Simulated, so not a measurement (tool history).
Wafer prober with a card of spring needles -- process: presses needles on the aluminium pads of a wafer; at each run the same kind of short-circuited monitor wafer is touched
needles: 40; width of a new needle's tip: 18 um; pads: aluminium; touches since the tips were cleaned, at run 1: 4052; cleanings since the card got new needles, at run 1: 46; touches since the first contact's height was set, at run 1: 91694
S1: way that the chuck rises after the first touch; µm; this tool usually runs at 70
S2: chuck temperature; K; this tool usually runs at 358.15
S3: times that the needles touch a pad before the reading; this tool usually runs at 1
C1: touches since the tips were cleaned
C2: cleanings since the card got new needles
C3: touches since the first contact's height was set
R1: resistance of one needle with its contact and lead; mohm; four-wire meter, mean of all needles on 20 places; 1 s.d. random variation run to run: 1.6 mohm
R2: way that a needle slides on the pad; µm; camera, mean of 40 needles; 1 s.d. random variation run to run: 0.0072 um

Run 1, hour 0.0: usual settings; C1 4052; C2 46; C3 91694. Result: R1 231 mohm, R2 8.602 µm.
At hour 3.4: tips cleaned on abrasive film.
At hour 13.0: tips cleaned on abrasive film.
Run 2, hour 16.2: usual settings; C1 2252; C2 48; C3 102944. Result: R1 216 mohm, R2 8.579 µm.
At hour 21.9: tips cleaned on abrasive film.
At hour 22.2: height of the first contact set anew.
Run 3, hour 25.7: usual settings; C1 2485; C2 49; C3 2485. Result: R1 213 mohm, R2 8.716 µm.
At hour 31.9: tips cleaned on abrasive film.
Run 4, hour 35.8: usual settings; C1 2718; C2 50; C3 9479. Result: R1 220 mohm, R2 8.700 µm.
At hour 40.5: tips cleaned on abrasive film.
Run 5, hour 46.0: usual settings; C1 3836; C2 51; C3 16580. Result: R1 233 mohm, R2 8.706 µm.
At hour 49.2: tips cleaned on abrasive film.
Run 6, hour 56.5: usual settings; C1 5079; C2 52; C3 23878. Result: R1 244 mohm, R2 8.695 µm.
At hour 58.2: tips cleaned on abrasive film.
At hour 62.3: tips cleaned on abrasive film, once more.
Run 7, hour 65.4: usual settings; C1 2202; C2 54; C3 30007. Result: R1 209 mohm, R2 8.678 µm.
At hour 71.4: tips cleaned on abrasive film.
At hour 79.9: tips cleaned on abrasive film.
Run 8, hour 80.5: usual settings; C1 427; C2 56; C3 40462. Result: R1 178 mohm, R2 8.667 µm.
At hour 88.4: tips cleaned on abrasive film.
At hour 97.9: tips cleaned on abrasive film.
Run 9, hour 99.3: usual settings; C1 956; C2 58; C3 53507. Result: R1 188 mohm, R2 8.654 µm.
At hour 106.5: tips cleaned on abrasive film.
Run 10, hour 109.0: usual settings; C1 1755; C2 59; C3 60230. Result: R1 205 mohm, R2 8.639 µm.
At hour 115.6: tips cleaned on abrasive film.
At hour 124.1: tips cleaned on abrasive film.
Run 11, hour 124.1: usual settings but S2 306.15 K; C1 0; C2 61; C3 70718. Result: R1 154 mohm, R2 8.609 µm.
At hour 133.2: tips cleaned on abrasive film.
Run 12, hour 140.8: usual settings but S2 306.15 K; C1 5340; C2 62; C3 82338. Result: R1 258 mohm, R2 8.626 µm.
At hour 142.1: tips cleaned on abrasive film.
At hour 150.6: tips cleaned on abrasive film.
Run 13, hour 152.2: usual settings but S2 298.15 K; C1 1128; C2 64; C3 90261. Result: R1 175 mohm, R2 8.619 µm.
At hour 159.3: tips cleaned on abrasive film.
Run 14, hour 163.6: usual settings but S1 53 µm; C1 3033; C2 65; C3 98180. Result: R1 281 mohm, R2 6.473 µm.
At hour 169.1: tips cleaned on abrasive film.
At hour 176.7: height of the first contact set anew.
At hour 178.0: tips cleaned on abrasive film.
Run 15, hour 180.8: usual settings but S2 303.15 K; C1 1975; C2 67; C3 2785. Result: R1 208 mohm, R2 8.701 µm.
At hour 186.5: tips cleaned on abrasive film.
At hour 196.1: tips cleaned on abrasive film.
Run 16, hour 196.1: usual settings but S2 303.15 K; C1 0; C2 69; C3 13349. Result: R1 160 mohm, R2 8.699 µm.
At hour 204.9: tips cleaned on abrasive film.
At hour 213.8: tips cleaned on abrasive film.
Run 17, hour 214.3: usual settings but S2 303.15 K; C1 314; C2 71; C3 25995. Result: R1 156 mohm, R2 8.677 µm.
At hour 223.2: tips cleaned on abrasive film.
Run 18, hour 229.3: usual settings but S2 303.15 K; C1 4335; C2 72; C3 36488. Result: R1 241 mohm, R2 8.670 µm.
At hour 232.4: tips cleaned on abrasive film.
At hour 241.3: tips cleaned on abrasive film.
Run 19, hour 242.2: usual settings but S1 60 µm, S2 316.15 K; C1 697; C2 74; C3 45416. Result: R1 191 mohm, R2 7.421 µm.
At hour 250.3: tips cleaned on abrasive film.
Run 20, hour 253.5: usual settings but S2 316.15 K; C1 2301; C2 75; C3 53281. Result: R1 210 mohm, R2 8.655 µm.
At hour 258.9: tips cleaned on abrasive film.
Run 21, hour 263.2: usual settings but S2 316.15 K; C1 3029; C2 76; C3 60015. Result: R1 223 mohm, R2 8.639 µm.
At hour 267.9: tips cleaned on abrasive film.
At hour 277.0: tips cleaned on abrasive film.
Run 22, hour 277.5: usual settings but S1 58 µm, S2 323.15 K; C1 314; C2 78; C3 69862. Result: R1 182 mohm, R2 7.135 µm.

Predict each of these 3 candidate next runs independently; none follows another, all start after run 22:
At hour 285.9: tips cleaned on abrasive film.
Run A, hour 291.5: usual settings but S1 50 µm, S2 310.15 K; C1 3966; C2 79; C3 79654. Result: R1 ?, R2 ?.
At hour 285.9: tips cleaned on abrasive film.
Run B, hour 291.5: usual settings but S1 69 µm, S2 339.15 K, S3 3; C1 3966; C2 79; C3 79654. Result: R1 ?, R2 ?.
At hour 285.9: tips cleaned on abrasive film.
Run C, hour 291.5: usual settings but S1 58 µm, S2 323.15 K; C1 3966; C2 79; C3 79654. Result: R1 ?, R2 ?.

run   R1     R2
  A  316  6.131
  B  184  8.500
  C  273  7.129
What these runs would have given with no unlogged condition in the tool:
run   R1     R2
  A  154  6.213
  B  152  8.583
  C  154  7.212
